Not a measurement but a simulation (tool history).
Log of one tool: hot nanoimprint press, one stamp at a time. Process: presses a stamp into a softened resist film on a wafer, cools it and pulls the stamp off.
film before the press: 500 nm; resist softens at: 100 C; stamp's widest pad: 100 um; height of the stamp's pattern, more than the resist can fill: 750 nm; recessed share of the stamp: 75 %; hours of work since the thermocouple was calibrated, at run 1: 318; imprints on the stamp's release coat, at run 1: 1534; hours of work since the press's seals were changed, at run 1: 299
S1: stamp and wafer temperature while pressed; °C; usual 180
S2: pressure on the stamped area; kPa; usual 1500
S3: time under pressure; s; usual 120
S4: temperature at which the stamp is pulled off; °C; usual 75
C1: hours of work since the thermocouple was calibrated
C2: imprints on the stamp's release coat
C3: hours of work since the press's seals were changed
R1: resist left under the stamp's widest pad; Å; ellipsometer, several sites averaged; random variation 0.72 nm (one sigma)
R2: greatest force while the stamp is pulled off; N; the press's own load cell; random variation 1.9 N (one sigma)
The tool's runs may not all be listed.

| run | hour | S1 | S2 | S3 | S4 | C1 | C2 | C3 | R1 | R2 |
|---|---|---|---|---|---|---|---|---|---|---|
| 1 | 0 | 180 | 1500 | 120 | 75 | 318 | 1534 | 299 | 2296 | 143 |
| 2 | 14.4 | 180 | 1500 | 120 | 75 | 327 | 1603 | 309 | 2300 | 143 |
| 3 | 26.3 | 180 | 1500 | 120 | 75 | 336 | 1659 | 317 | 2293 | 147 |
| 4 | 41.2 | 177 | 1500 | 120 | 75 | 346 | 1729 | 327 | 2544 | 152 |
| 5 | 52.7 | 177 | 1500 | 120 | 75 | 354 | 1783 | 335 | 2524 | 150 |
| 6 | 64 | 180 | 1500 | 157 | 75 | 362 | 1837 | 343 | 2087 | 150 |
| 7 | 78.5 | 180 | 1500 | 157 | 75 | 372 | 1906 | 353 | 2085 | 155 |
| 8 | 91.7 | 180 | 1500 | 157 | 75 | 381 | 1968 | 362 | 2089 | 154 |
| 9 | 102.5 | 180 | 1500 | 157 | 75 | 388 | 2019 | 369 | 2088 | 157 |
| 10 | 112.1 | 180 | 1500 | 157 | 75 | 395 | 2064 | 376 | 2085 | 155 |
| 11 | 123.5 | 180 | 1500 | 157 | 65 | 403 | 2118 | 384 | 2102 | 190 |
| 12 | 130.4 | 191 | 1500 | 120 | 75 | 408 | 2151 | 389 | 1611 | 156 |
| 13 | 137 | 180 | 2000 | 125 | 81 | 412 | 2182 | 393 | 1982 | 135 |
| 14 | 145 | 180 | 2000 | 169 | 80 | 418 | 2220 | 399 | 1762 | 137 |
|  | 148.7 | plate thermocouple calibrated |
| 15 | 156.4 | 180 | 2000 | 178 | 80 | 5 | 2259 | 405 | 1740 | 143 |
|  | 168.4 | stamp cleaned and given a new release coat |
| 16 | 175.8 | 187 | 2000 | 178 | 78 | 15 | 35 | 414 | 1361 | 120 |
| 17 | 188.1 | 189 | 2000 | 178 | 65 | 23 | 93 | 422 | 1269 | 153 |
|  | 195.4 | plate thermocouple calibrated, once more |
| 18 | 200.1 | 189 | 2000 | 178 | 65 | 3 | 136 | 429 | 1230 | 155 |
| 19 | 213 | 189 | 1290 | 138 | 64 | 12 | 197 | 437 | 1724 | 164 |

Forecast run 20:
| 20 | 222.5 | 189 | 1290 | 138 | 64 | 19 | 242 | 444 | ? | ? |

Run 20 gave R1 1715 Å, R2 159 N.
Without the tool's hidden state the same run would have given R1 1694 Å, R2 155 N.
